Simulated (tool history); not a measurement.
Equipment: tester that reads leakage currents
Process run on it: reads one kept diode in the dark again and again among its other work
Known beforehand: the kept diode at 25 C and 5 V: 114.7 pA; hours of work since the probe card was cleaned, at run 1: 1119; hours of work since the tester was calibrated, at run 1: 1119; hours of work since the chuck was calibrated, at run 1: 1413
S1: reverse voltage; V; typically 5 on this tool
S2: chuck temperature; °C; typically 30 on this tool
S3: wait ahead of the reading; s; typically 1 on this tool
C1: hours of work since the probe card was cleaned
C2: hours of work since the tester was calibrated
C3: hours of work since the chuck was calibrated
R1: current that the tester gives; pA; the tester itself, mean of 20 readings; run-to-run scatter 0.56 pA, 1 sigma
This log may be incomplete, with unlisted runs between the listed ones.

{"run": 1, "hour": 0.0, "S1": 5, "S2": 30, "S3": 1, "C1": 1119, "C2": 1119, "C3": 1413, "R1": 204.25}
{"run": 2, "hour": 189.2, "S1": 5, "S2": 30, "S3": 1, "C1": 1207, "C2": 1207, "C3": 1502, "R1": 206.74}
{"hour": 376.0, "done": "chuck's temperature calibrated"}
{"run": 3, "hour": 386.1, "S1": 5, "S2": 52, "S3": 1, "C1": 1298, "C2": 1298, "C3": 5, "R1": 1235.03}
{"run": 4, "hour": 526.7, "S1": 5, "S2": 30, "S3": 1, "C1": 1364, "C2": 1364, "C3": 70, "R1": 190.63}
{"run": 5, "hour": 677.2, "S1": 5, "S2": 30, "S3": 1, "C1": 1434, "C2": 1434, "C3": 141, "R1": 191}
{"run": 6, "hour": 845.0, "S1": 5, "S2": 24, "S3": 1, "C1": 1512, "C2": 1512, "C3": 219, "R1": 113.88}
{"run": 7, "hour": 1034.6, "S1": 5, "S2": 41, "S3": 1, "C1": 1601, "C2": 1601, "C3": 307, "R1": 503.22}
{"run": 8, "hour": 1238.0, "S1": 5, "S2": 41, "S3": 1, "C1": 1696, "C2": 1696, "C3": 402, "R1": 510.17}
{"run": 9, "hour": 1431.6, "S1": 5, "S2": 41, "S3": 1, "C1": 1786, "C2": 1786, "C3": 492, "R1": 509.85}
{"run": 10, "hour": 1680.9, "S1": 5, "S2": 41, "S3": 1, "C1": 1902, "C2": 1902, "C3": 609, "R1": 514.14}
{"run": 11, "hour": 1863.1, "S1": 5, "S2": 30, "S3": 1, "C1": 1987, "C2": 1987, "C3": 694, "R1": 199.85}
{"run": 12, "hour": 2060.3, "S1": 5, "S2": 30, "S3": 1, "C1": 2079, "C2": 2079, "C3": 786, "R1": 201.9}
{"run": 13, "hour": 2287.1, "S1": 5, "S2": 30, "S3": 1, "C1": 2185, "C2": 2185, "C3": 892, "R1": 203.29}
{"run": 14, "hour": 2451.4, "S1": 5, "S2": 30, "S3": 1, "C1": 2262, "C2": 2262, "C3": 968, "R1": 205.93}
{"run": 15, "hour": 2622.0, "S1": 5, "S2": 30, "S3": 1, "C1": 2342, "C2": 2342, "C3": 1048, "R1": 205.23}
{"run": 16, "hour": 2819.5, "S1": 5, "S2": 30, "S3": 1, "C1": 2434, "C2": 2434, "C3": 1140, "R1": 207.83}
{"hour": 2986.3, "done": "tester calibrated"}
{"run": 17, "hour": 3005.4, "S1": 5, "S2": 30, "S3": 1, "C1": 2519, "C2": 9, "C3": 1226, "R1": 214.1}
{"hour": 3041.2, "done": "probe card cleaned and baked"}
{"run": 18, "hour": 3234.0, "S1": 5, "S2": 30, "S3": 1, "C1": 90, "C2": 114, "C3": 1331, "R1": 202.11}
{"run": 19, "hour": 3408.2, "S1": 5, "S2": 30, "S3": 1, "C1": 171, "C2": 195, "C3": 1412, "R1": 202.53}
{"run": 20, "hour": 3615.1, "S1": 5, "S2": 30, "S3": 1, "C1": 268, "C2": 292, "C3": 1509, "R1": 204.57}
{"run": 21, "hour": 3742.3, "S1": 3.95, "S2": 60, "S3": 5.59, "C1": 327, "C2": 351, "C3": 1568, "R1": 2272.68}
{"hour": 3793.0, "done": "chuck's temperature calibrated"}
{"run": 22, "hour": 3867.8, "S1": 1.65, "S2": 30, "S3": 1, "C1": 385, "C2": 409, "C3": 35, "R1": 110.53}
{"run": 23, "hour": 4026.8, "S1": 4.87, "S2": 23, "S3": 1, "C1": 459, "C2": 483, "C3": 109, "R1": 96.23}
{"run": 24, "hour": 4180.0, "S1": 7.98, "S2": 25, "S3": 1, "C1": 530, "C2": 555, "C3": 181, "R1": 148.33}
{"run": 25, "hour": 4349.9, "S1": 7.98, "S2": 25, "S3": 1, "C1": 610, "C2": 634, "C3": 260, "R1": 149.48}
{"run": 26, "hour": 4576.6, "S1": 1.42, "S2": 25, "S3": 0.35, "C1": 715, "C2": 740, "C3": 366, "R1": 66.93}
{"run": 27, "hour": 4770.9, "S1": 3.26, "S2": 30, "S3": 4.06, "C1": 806, "C2": 830, "C3": 456, "R1": 156.19}
{"run": 28, "hour": 4930.5, "S1": 3.08, "S2": 33, "S3": 1, "C1": 880, "C2": 905, "C3": 531, "R1": 200.61}
{"run": 29, "hour": 5120.9, "S1": 3.08, "S2": 33, "S3": 1, "C1": 969, "C2": 994, "C3": 620, "R1": 202.95}
{"run": 30, "hour": 5321.9, "S1": 3.08, "S2": 33, "S3": 1, "C1": 1063, "C2": 1087, "C3": 713, "R1": 203.67}
{"run": 31, "hour": 5557.1, "S1": 2.55, "S2": 40, "S3": 1, "C1": 1173, "C2": 1197, "C3": 823, "R1": 348.51}
{"run": 32, "hour": 5761.0, "S1": 2.55, "S2": 40, "S3": 1, "C1": 1268, "C2": 1292, "C3": 918, "R1": 347.75}
{"run": 33, "hour": 5949.1, "S1": 16.17, "S2": 40, "S3": 3.77, "C1": 1356, "C2": 1380, "C3": 1006, "R1": 824.88}
{"run": 34, "hour": 6108.3, "S1": 13.14, "S2": 26, "S3": 6.29, "C1": 1430, "C2": 1454, "C3": 1080, "R1": 226.28}
{"run": 35, "hour": 6321.3, "S1": 16.35, "S2": 34, "S3": 2.75, "C1": 1529, "C2": 1554, "C3": 1180, "R1": 509.58}
{"run": 36, "hour": 6533.0, "S1": 5, "S2": 24, "S3": 0.7, "C1": 1628, "C2": 1652, "C3": 1278, "R1": 121}
{"run": 37, "hour": 6664.5, "S1": 5, "S2": 24, "S3": 8.03, "C1": 1689, "C2": 1714, "C3": 1340, "R1": 119.48}
{"run": 38, "hour": 6855.8, "S1": 5.28, "S2": 48, "S3": 8.03, "C1": 1779, "C2": 1803, "C3": 1429, "R1": 984.91}
{"run": 39, "hour": 6986.4, "S1": 18.73, "S2": 24, "S3": 6.77, "C1": 1840, "C2": 1864, "C3": 1490, "R1": 242.28}
{"run": 40, "hour": 7185.4, "S1": 17.99, "S2": 21, "S3": 0.5, "C1": 1932, "C2": 1957, "C3": 1583, "R1": 196.74}

Selected run-to-run steps in R1, each split into two signed amounts: the part the tool would show with no hidden state at all (from settings, incoming material and random variation), and the remainder, which goes to the hidden state together with any gauge scatter not common to the measured and the hidden-state-free results:
What the log doesn't record here: stray current of the dirty probe card, pA a volt; current scale over the true one, %; true chuck temperature over the reading, C; drift of the gauge itself on leakage_pa, %.
Run 3 -> 4: S2 52 -> 30. R1 -1044.4 pA: hidden state +19.22, all else -1063.62.
Run 20 -> 21: S1 5 -> 3.95, S2 30 -> 60, S3 1 -> 5.59. R1 +2068.11 pA: hidden state +151.35, all else +1916.76.
Run 21 -> 22: S1 3.95 -> 1.65, S2 60 -> 30, S3 5.59 -> 1, chuck's temperature calibrated. R1 -2162.15 pA: hidden state -171.14, all else -1991.01.
Run 37 -> 38: S1 5 -> 5.28, S2 24 -> 48. R1 +865.43 pA: hidden state +46.85, all else +818.58.
